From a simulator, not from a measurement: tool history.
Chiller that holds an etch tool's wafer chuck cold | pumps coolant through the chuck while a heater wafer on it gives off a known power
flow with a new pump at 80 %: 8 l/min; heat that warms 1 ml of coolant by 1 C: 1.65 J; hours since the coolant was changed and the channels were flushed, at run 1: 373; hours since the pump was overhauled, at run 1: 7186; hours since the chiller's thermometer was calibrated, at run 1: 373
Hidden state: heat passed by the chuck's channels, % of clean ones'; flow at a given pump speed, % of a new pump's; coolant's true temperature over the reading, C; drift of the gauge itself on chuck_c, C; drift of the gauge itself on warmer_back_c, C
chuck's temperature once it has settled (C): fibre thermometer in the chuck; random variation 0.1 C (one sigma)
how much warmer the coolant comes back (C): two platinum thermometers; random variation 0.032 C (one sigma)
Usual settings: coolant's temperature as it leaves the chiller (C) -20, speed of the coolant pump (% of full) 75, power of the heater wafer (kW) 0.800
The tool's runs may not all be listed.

run    hour  coolant's temperature as it leaves the chiller (C)  speed of the coolant pump (% of full)  power of the heater wafer (kW)  hours since the coolant was changed and the channels were flushed  hours since the pump was overhauled  hours since the chiller's thermometer was calibrated  chuck's temperature once it has settled (C)  how much warmer the coolant comes back (C)
  1     0.0                                                 -20                                     75                           0.800                                                                373                                 7186                                                   373                                        -10.0                                        3.85
  2    94.5                                                 -20                                     75                           0.717                                                                468                                 7281                                                   468                                        -11.1                                        3.47
  3   203.7                                                 -20                                     75                           0.800                                                                577                                 7390                                                   577                                        -10.0                                        3.79
  4   368.8                                                 -16                                     75                           0.800                                                                742                                 7555                                                   742                                         -6.0                                        3.78
  5   454.5                                                 -16                                     75                           0.800                                                                828                                 7641                                                   828                                         -6.1                                        3.81
  6   593.9                                                 -16                                     75                           0.800                                                                967                                 7780                                                   967                                         -6.1                                        3.80
  7   788.2                                                 -16                                     75                           0.800                                                               1162                                 7975                                                  1162                                         -6.2                                        3.80
  8   893.0                                                 -16                                     75                           0.800                                                               1266                                 8079                                                  1266                                         -6.1                                        3.80
  9  1008.5                                                 -16                                     75                           0.800                                                               1382                                 8195                                                  1382                                         -6.0                                        3.71
 10  1131.9                                                 -20                                     75                           0.571                                                               1505                                 8318                                                  1505                                        -12.8                                        2.66
 11  1238.1                                                 -20                                     75                           0.571                                                               1612                                 8425                                                  1612                                        -13.0                                        2.62
 12  1328.1                                                 -20                                     75                           0.571                                                               1702                                 8514                                                  1702                                        -13.0                                        2.63

The next listed run, before its measurement:
 13  1529.4                                                 -12                                     68                           0.862                                                               1903                                 8716                                                  1903                                            ?                                           ?

chuck's temperature once it has settled (C): -0.4
how much warmer the coolant comes back (C): 4.42
Without the tool's hidden state the same run would have given chuck's temperature once it has settled (C) -0.4, how much warmer the coolant comes back (C) 4.59.

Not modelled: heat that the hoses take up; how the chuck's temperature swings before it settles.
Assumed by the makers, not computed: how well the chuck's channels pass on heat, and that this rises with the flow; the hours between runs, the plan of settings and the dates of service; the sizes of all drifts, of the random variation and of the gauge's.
